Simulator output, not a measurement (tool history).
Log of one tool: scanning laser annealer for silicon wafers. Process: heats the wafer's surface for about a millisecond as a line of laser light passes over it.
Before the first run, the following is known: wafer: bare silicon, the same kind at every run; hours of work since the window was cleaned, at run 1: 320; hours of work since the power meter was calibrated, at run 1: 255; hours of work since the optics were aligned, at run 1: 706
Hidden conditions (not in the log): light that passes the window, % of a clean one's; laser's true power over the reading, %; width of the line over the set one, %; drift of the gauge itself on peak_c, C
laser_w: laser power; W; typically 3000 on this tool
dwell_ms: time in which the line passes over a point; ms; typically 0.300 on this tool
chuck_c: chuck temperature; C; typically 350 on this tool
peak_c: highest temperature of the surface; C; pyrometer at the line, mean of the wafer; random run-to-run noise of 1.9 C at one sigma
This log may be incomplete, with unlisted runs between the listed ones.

run,hour,laser_w,dwell_ms,chuck_c,hours of work since the window was cleaned,hours of work since the power meter was calibrated,hours of work since the optics were aligned,peak_c
1,0.0,3000,0.300,350,320,255,706,1124
2,5.9,3000,0.300,350,324,259,710,1125
3,14.6,3000,0.300,350,330,264,716,1125
4,22.6,3000,0.300,371,335,270,721,1147
5,31.3,3000,0.300,371,341,275,727,1146
6,36.0,3000,0.300,371,344,278,730,1144
7,45.3,3000,0.300,371,350,285,736,1144
8,54.2,3000,0.300,371,356,291,742,1145
9,62.9,3000,0.300,371,361,296,747,1145
10,67.7,3000,0.300,371,365,299,751,1144
11,72.8,3000,0.300,371,368,303,754,1144
12,83.4,3000,0.300,371,375,310,761,1145
13,91.7,3000,0.300,315,381,315,767,1087
14,100.4,3000,0.300,315,386,321,772,1085
15,108.6,2769,0.300,371,392,326,778,1092
16,117.0,3000,0.307,350,397,332,783,1129
17,123.5,3164,0.307,317,402,336,788,1139
18,133.7,3000,0.260,350,408,343,794,1064
19,139.2,3000,0.260,350,412,347,798,1064
20,144.9,2605,0.300,344,416,350,802,1019
21,155.0,2605,0.300,344,422,357,808,1020
22,163.0,2551,0.300,357,428,362,814,1017
23,168.2,2551,0.300,357,431,366,817,1021
24,178.5,3297,0.279,341,438,373,824,1145
25,185.1,3029,0.339,350,442,377,828,1175
26,195.2,2758,0.300,327,449,384,835,1036
27,201.3,3000,0.235,350,453,388,839,1024
# hour 207.5: window over the wafer cleaned
28,213.4,3213,0.300,384,4,394,846,1233

3 ways to go on from here, each from the tool as it stands after run 28. What would each give?
A,223.2,3107,0.300,384,10,401,852,?
B,223.2,2582,0.293,372,10,401,852,?
C,223.2,3138,0.228,322,10,401,852,?

run,peak_c
A,1206
B,1056
C,1043
Take away the tool's hidden state, keep each run's random variation, and the runs would have read:
run,peak_c
A,1219
B,1066
C,1054

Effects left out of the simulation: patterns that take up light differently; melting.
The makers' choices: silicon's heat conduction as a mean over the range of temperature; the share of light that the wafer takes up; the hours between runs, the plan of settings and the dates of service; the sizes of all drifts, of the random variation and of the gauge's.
